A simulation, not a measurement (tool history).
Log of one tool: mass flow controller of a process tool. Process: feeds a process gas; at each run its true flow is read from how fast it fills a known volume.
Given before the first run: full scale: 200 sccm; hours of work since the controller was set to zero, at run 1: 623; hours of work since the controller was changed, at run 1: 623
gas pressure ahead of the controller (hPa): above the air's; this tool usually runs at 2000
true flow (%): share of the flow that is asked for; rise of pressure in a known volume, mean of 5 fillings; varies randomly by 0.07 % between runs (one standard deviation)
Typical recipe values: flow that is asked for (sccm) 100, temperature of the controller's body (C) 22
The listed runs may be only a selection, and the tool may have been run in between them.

run,hour,flow that is asked for (sccm),gas pressure ahead of the controller (hPa),temperature of the controller's body (C),hours of work since the controller was set to zero,hours of work since the controller was changed,true flow (%)
1,0,100,2000,22,623,623,99.2
2,53.7,100,2000,22,666,666,99.53
3,115.2,100,2000,22,716,716,99.31
4,172.9,100,2000,22,762,762,99.37
5,255,100,2000,22,827,827,99.49
6,299.9,100,2000,35,863,863,100.72
7,388.8,100,1500,22,934,934,99.2
8,459.6,100,1500,22,991,991,99.24
9,535.1,100,1500,22,1051,1051,99.43
10,584,100,1500,22,1090,1090,99.39
11,660.6,100,1500,22,1151,1151,99.44
12,725.1,100,1500,22,1203,1203,99.37
13,794,100,1500,22,1258,1258,99.44
14,874.2,100,2000,22,1322,1322,99.94
15,952.3,100,2000,22,1384,1384,99.91
16,1039.6,100,2000,32,1454,1454,100.93
17,1119.4,100,2000,32,1518,1518,101.02
18,1171.8,100,2000,32,1560,1560,100.92
19,1213.2,100,2000,32,1593,1593,101.03
20,1274.5,100,2000,32,1642,1642,101.12
21,1335,100,2000,29,1690,1690,100.83
22,1374.3,100,2000,29,1721,1721,100.86
23,1418.6,100,2000,22,1757,1757,100.23
24,1484.6,100,2000,22,1810,1810,100.2
25,1568.6,100,1700,21,1877,1877,100.02
26,1615.6,25,2580,21,1914,1914,98.99
27,1655.1,72,1740,22,1946,1946,99.9
28,1733.1,53,1740,21,2008,2008,99.41
# hour 1740.6: controller's zero set anew
29,1797.7,53,1740,29,46,2059,100.18
30,1866,71,1590,35,100,2114,101.12
31,1940.1,100,2000,31,159,2173,101.29
32,1978.4,75,2000,22,190,2204,100.11
# hour 1984.5: controller's zero set anew, once more
33,2067.6,100,2780,38,66,2274,102.87
34,2127.5,65,2410,38,114,2322,102.62
35,2166.8,35,1410,27,146,2354,100.6
36,2205.6,100,2470,22,177,2385,101.34
37,2270.2,100,2470,22,228,2436,101.46
38,2317.8,100,2470,22,266,2474,101.39
39,2382.6,100,2470,21,318,2526,101.27
40,2440.1,26,1600,21,364,2572,100.15
41,2503.7,130,1600,32,415,2623,102.23
42,2559.4,44,2220,37,459,2667,102.28
43,2640.8,44,2220,27,524,2732,101.5
44,2702.3,100,2000,29,573,2782,102.1
45,2764,100,2000,29,623,2831,101.88
46,2849.7,163,2730,20,691,2899,102.06
47,2898.8,31,2120,27,730,2939,101.18

Across each entry between runs, compare the hidden state at the last listed run before it with the hidden state at the first listed run after it:
Between runs 28 and 29: controller's zero set anew (hour 1740.6)
  flow at rest that the sensor doesn't see, % of full scale: -0.16 -> -0.194; true flow over the shown one, %: 1.68 -> 1.72
  measured minus no-state result, true flow (%): +1.08 -> +0.98
Between runs 32 and 33: controller's zero set anew, once more (hour 1984.5)
  flow at rest that the sensor doesn't see, % of full scale: -0.202 -> -0.007; true flow over the shown one, %: 1.84 -> 1.9
  measured minus no-state result, true flow (%): +1.3 -> +1.88
